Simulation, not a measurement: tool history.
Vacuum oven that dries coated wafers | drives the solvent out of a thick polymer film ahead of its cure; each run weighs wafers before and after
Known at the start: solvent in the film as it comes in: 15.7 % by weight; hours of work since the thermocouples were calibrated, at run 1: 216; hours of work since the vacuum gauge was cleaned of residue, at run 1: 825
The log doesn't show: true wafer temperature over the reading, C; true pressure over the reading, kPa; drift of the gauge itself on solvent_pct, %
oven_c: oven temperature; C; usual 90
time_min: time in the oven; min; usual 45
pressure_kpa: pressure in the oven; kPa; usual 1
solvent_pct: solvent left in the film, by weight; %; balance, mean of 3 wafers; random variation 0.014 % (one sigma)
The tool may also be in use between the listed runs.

run	day	oven_c	time_min	pressure_kpa	hours of work since the thermocouples were calibrated	hours of work since the vacuum gauge was cleaned of residue	solvent_pct
1	0	90	45	1	216	825	1.67
2	1.008	90	45	1	227	836	1.69
3	2.042	90	45	1	239	848	1.69
4	2.575	90	45	1	245	854	1.66
5	3.279	90	45	1	253	862	1.67
6	4.042	83	45	1	262	871	2.56
7	4.771	83	45	1	270	879	2.59
8	5.471	83	45	1	278	887	2.59
9	6.338	91	45	3.43	288	897	3.73
10	6.771	91	45	3.43	293	902	3.74
11	7.746	91	45	3.43	304	913	3.75
12	8.683	91	23	2.58	315	924	4.38
13	9.517	91	23	2.58	324	933	4.41

Run 14 comes next. What will it give?
14	10.079	90	80	1	330	940	?

Run 14 gave solvent_pct 1.38 %.
Without the tool's hidden state the same run would have given solvent_pct 0.99 %.

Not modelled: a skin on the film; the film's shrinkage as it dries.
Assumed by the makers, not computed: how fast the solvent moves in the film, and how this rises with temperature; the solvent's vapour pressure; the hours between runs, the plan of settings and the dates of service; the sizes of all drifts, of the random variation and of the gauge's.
